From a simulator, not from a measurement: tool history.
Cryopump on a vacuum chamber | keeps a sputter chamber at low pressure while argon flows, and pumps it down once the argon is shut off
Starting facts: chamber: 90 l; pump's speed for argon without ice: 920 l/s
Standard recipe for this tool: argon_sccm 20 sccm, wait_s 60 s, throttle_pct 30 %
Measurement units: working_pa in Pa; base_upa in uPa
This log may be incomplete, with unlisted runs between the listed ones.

run	hour	argon_sccm	wait_s	throttle_pct	working_pa	base_upa
1	0.0	20	60	30	0.1288	1.83
2	9.0	20	60	30	0.1293	1.92
3	20.3	20	60	30	0.1300	1.93
4	32.2	20	60	30	0.1289	1.95
5	46.3	20	60	30	0.1282	1.95
6	55.9	20	60	30	0.1288	1.88
7	67.5	20	60	30	0.1292	1.93
8	79.4	20	60	30	0.1289	1.96
9	95.9	20	60	43	0.0930	1.89
10	113.5	20	60	43	0.0929	1.95
11	125.9	20	60	30	0.1304	1.90
12	142.4	20	60	23	0.1674	1.91

Expected results for the next run?
13	150.0	20	60	23	?	?

{"run 13": {"working_pa": 0.1665, "base_upa": 1.97}}
Were there no unlogged condition in the tool, this run, its random variation unchanged, would have produced working_pa 0.1588 Pa, base_upa 0.96 uPa.
